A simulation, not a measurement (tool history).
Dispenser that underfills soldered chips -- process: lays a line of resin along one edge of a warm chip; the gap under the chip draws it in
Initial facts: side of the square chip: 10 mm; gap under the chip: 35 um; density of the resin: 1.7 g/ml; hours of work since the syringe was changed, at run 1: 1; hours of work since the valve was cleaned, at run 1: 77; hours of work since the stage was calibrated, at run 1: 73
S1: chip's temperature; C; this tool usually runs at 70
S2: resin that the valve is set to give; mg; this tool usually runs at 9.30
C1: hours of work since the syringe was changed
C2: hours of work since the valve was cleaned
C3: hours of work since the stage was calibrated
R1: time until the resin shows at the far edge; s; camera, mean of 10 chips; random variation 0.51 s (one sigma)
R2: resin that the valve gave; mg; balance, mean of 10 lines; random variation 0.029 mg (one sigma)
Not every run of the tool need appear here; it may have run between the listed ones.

run 1 day=0.000 | S1=70 S2=9.30 | C1=1 C2=77 C3=73 | R1=45.7 R2=9.00
run 2 day=0.271 | S1=70 S2=9.30 | C1=5 C2=81 C3=77 | R1=63.6 R2=8.98
-- day=0.567 new syringe of resin
run 3 day=0.592 | S1=70 S2=9.30 | C1=0 C2=86 C3=82 | R1=43.3 R2=9.02
run 4 day=0.858 | S1=70 S2=9.30 | C1=4 C2=90 C3=86 | R1=59.2 R2=8.96
run 5 day=1.138 | S1=70 S2=8.99 | C1=8 C2=94 C3=90 | R1=82.5 R2=8.63
-- day=1.212 new syringe of resin
run 6 day=1.429 | S1=70 S2=11.83 | C1=3 C2=98 C3=94 | R1=52.6 R2=11.38
run 7 day=1.654 | S1=70 S2=11.83 | C1=7 C2=101 C3=97 | R1=67.7 R2=11.37
-- day=1.850 new syringe of resin
run 8 day=1.958 | S1=70 S2=8.37 | C1=2 C2=106 C3=102 | R1=48.0 R2=7.97
run 9 day=2.112 | S1=70 S2=8.37 | C1=4 C2=108 C3=104 | R1=58.7 R2=8.00
run 10 day=2.296 | S1=70 S2=9.30 | C1=7 C2=111 C3=107 | R1=72.5 R2=8.89
-- day=2.488 new syringe of resin
run 11 day=2.538 | S1=70 S2=7.96 | C1=1 C2=114 C3=110 | R1=45.6 R2=7.63
run 12 day=2.800 | S1=77 S2=9.30 | C1=5 C2=118 C3=114 | R1=47.1 R2=8.81
run 13 day=3.033 | S1=84 S2=9.30 | C1=8 C2=121 C3=117 | R1=49.0 R2=8.80
-- day=3.112 new syringe of resin
run 14 day=3.358 | S1=84 S2=9.30 | C1=4 C2=126 C3=122 | R1=35.0 R2=8.82
run 15 day=3.575 | S1=74 S2=9.30 | C1=7 C2=129 C3=125 | R1=62.7 R2=8.78
-- day=3.738 new syringe of resin
run 16 day=3.738 | S1=74 S2=9.30 | C1=0 C2=132 C3=128 | R1=35.9 R2=8.81
run 17 day=3.996 | S1=74 S2=9.30 | C1=4 C2=135 C3=131 | R1=49.6 R2=8.77
-- day=4.088 dispensing valve cleaned and set on the balance
run 18 day=4.200 | S1=70 S2=9.30 | C1=6 C2=2 C3=134 | R1=67.6 R2=9.26
-- day=4.425 new syringe of resin
run 19 day=4.483 | S1=70 S2=9.30 | C1=1 C2=6 C3=138 | R1=43.5 R2=9.24
run 20 day=4.662 | S1=73 S2=8.99 | C1=4 C2=8 C3=140 | R1=48.6 R2=8.97
run 21 day=4.829 | S1=56 S2=8.90 | C1=6 C2=11 C3=143 | R1=109.9 R2=8.91
run 22 day=4.992 | S1=63 S2=10.59 | C1=8 C2=13 C3=145 | R1=102.6 R2=10.55
-- day=5.054 new syringe of resin
run 23 day=5.279 | S1=63 S2=10.59 | C1=3 C2=17 C3=149 | R1=69.1 R2=10.49
run 24 day=5.446 | S1=71 S2=8.75 | C1=6 C2=20 C3=152 | R1=63.7 R2=8.66
-- day=5.688 new syringe of resin
run 25 day=5.771 | S1=71 S2=8.75 | C1=1 C2=24 C3=157 | R1=44.2 R2=8.66
run 26 day=6.038 | S1=64 S2=10.04 | C1=5 C2=28 C3=161 | R1=78.4 R2=9.88
run 27 day=6.267 | S1=64 S2=10.04 | C1=9 C2=32 C3=164 | R1=99.0 R2=9.89
-- day=6.317 new syringe of resin
run 28 day=6.433 | S1=75 S2=8.36 | C1=2 C2=34 C3=166 | R1=41.3 R2=8.25
run 29 day=6.712 | S1=82 S2=8.66 | C1=6 C2=38 C3=170 | R1=44.5 R2=8.59
run 30 day=6.921 | S1=82 S2=8.66 | C1=9 C2=41 C3=173 | R1=58.1 R2=8.51

What will run 31 give?
-- day=6.954 new syringe of resin
run 31 day=7.183 | S1=82 S2=8.66 | C1=3 C2=45 C3=177 | R1=? R2=?

Logged for run 31: R1 36.4 s, R2 8.51 mg.
If the tool had no hidden condition, the same run with the same run-to-run variation would have returned R1 27.2 s, R2 8.67 mg.

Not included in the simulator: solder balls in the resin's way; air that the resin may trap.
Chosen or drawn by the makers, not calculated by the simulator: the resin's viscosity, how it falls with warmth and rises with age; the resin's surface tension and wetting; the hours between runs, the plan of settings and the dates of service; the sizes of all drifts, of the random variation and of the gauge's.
